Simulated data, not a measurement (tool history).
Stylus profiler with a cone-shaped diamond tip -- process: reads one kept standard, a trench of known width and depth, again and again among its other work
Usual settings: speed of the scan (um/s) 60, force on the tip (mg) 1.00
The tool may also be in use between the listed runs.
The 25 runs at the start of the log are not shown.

run,hour,speed of the scan (um/s),force on the tip (mg),depth of the trench (Å),width of the trench's floor (µm)
26,1868.0,170,0.96,10088.9,23.45
27,1947.4,126,0.60,10074.2,23.49
28,2022.7,126,0.60,10077.4,23.48
29,2076.8,126,0.60,10079.6,23.50
30,2175.3,45,0.57,10079.1,24.36
31,2255.8,67,2.82,10170.6,24.49
32,2346.3,67,2.82,10174.8,24.51
33,2407.5,16,2.78,10174.6,24.72
34,2497.8,156,0.36,10071.5,22.49
35,2583.8,158,0.89,10103.8,23.33
36,2668.5,23,0.72,10094.7,24.56
37,2726.1,157,1.00,10114.9,23.37
38,2792.8,91,1.00,10114.2,23.89
# hour 2814.2: height scale calibrated on a step standard
39,2881.8,91,1.00,10074.3,23.88
40,2951.4,91,1.00,10076.3,23.88
41,3044.5,91,1.00,10080.5,23.87
42,3095.9,45,2.19,10127.4,24.34
43,3157.8,87,0.88,10077.0,23.82
44,3207.2,61,0.58,10063.7,23.95
45,3301.2,61,0.58,10058.8,23.96

Here are 3 independent what-if runs from the current tool condition. What would each one return?
A,3393.4,28,0.51,?,?
B,3393.4,60,0.71,?,?
C,3393.4,61,1.52,?,?

run,depth of the trench (Å),width of the trench's floor (µm)
A,10062.5,24.28
B,10069.8,23.93
C,10109.9,24.18
Stripped of hidden state, with their random variation kept, the same runs would have yielded:
run,depth of the trench (Å),width of the trench's floor (µm)
A,10047.0,26.22
B,10054.4,25.88
C,10094.4,26.12
